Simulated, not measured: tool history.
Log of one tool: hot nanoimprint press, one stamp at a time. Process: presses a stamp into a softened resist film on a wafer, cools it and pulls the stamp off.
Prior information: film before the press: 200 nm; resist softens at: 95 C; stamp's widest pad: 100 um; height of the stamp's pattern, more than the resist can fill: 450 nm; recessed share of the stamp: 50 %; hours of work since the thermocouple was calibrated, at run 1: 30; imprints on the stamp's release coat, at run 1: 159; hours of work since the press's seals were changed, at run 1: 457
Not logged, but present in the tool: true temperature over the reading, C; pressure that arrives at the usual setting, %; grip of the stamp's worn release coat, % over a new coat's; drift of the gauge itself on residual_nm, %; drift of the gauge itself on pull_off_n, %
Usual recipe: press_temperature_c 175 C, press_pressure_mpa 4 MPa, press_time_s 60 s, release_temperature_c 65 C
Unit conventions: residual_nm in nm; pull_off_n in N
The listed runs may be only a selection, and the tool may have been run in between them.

run	hour	press_temperature_c	press_pressure_mpa	press_time_s	release_temperature_c	hours of work since the thermocouple was calibrated	imprints on the stamp's release coat	hours of work since the press's seals were changed	residual_nm	pull_off_n
1	0	175	4	60	65	30	159	457	92.7	219
2	15.8	175	4	60	65	40	213	468	92.5	217
3	35.3	175	4	60	65	52	281	480	92.8	220
4	53.7	175	4	60	65	64	345	492	92.5	221
5	76.9	175	4	60	65	79	425	507	92.5	225
6	93.1	175	4	60	65	89	481	517	92	220
7	114.1	175	4	60	65	103	553	531	92.2	226
8	134	175	4	60	51	116	622	543	92.2	319
# hour 138.5: plate thermocouple calibrated
9	150.5	175	4	60	65	8	669	552	92	231
10	166.2	179	5.27	60	68	18	723	562	71.3	208
11	183.3	167	2.55	60	58	29	782	573	135.3	290
12	205.5	167	2.55	60	58	43	859	587	135.3	281
13	222.1	167	2.55	60	58	54	917	598	134.9	288
14	236.5	186	4.06	60	71	63	966	607	66.2	203
15	256.6	186	4.06	60	71	76	1035	620	65.8	200
# hour 270.9: plate thermocouple calibrated, once more
16	283.9	186	4.06	60	71	8	1120	636	66.7	210
17	307.1	186	5.45	60	71	23	1200	651	57.5	212
18	328.7	179	5.45	60	63	37	1275	665	70.7	276

4 options for the next run, each taken on its own from the tool as it stands now. Forecast them:
# hour 347.9: stamp cleaned and given a new release coat
A	357.8	179	5.45	60	59	52	35	679	?	?
# hour 347.9: stamp cleaned and given a new release coat
B	357.8	169	5.45	35	58	52	35	679	?	?
# hour 347.9: stamp cleaned and given a new release coat
C	357.8	168	4	97	57	52	35	679	?	?
# hour 347.9: stamp cleaned and given a new release coat
D	357.8	180	4	60	53	52	35	679	?	?

run	residual_nm	pull_off_n
A	70.8	238
B	116.2	253
C	95.8	249
D	79.3	273
What these runs would have given with no unlogged condition in the tool:
run	residual_nm	pull_off_n
A	70.4	238
B	115.7	253
C	95.6	248
D	79.1	273
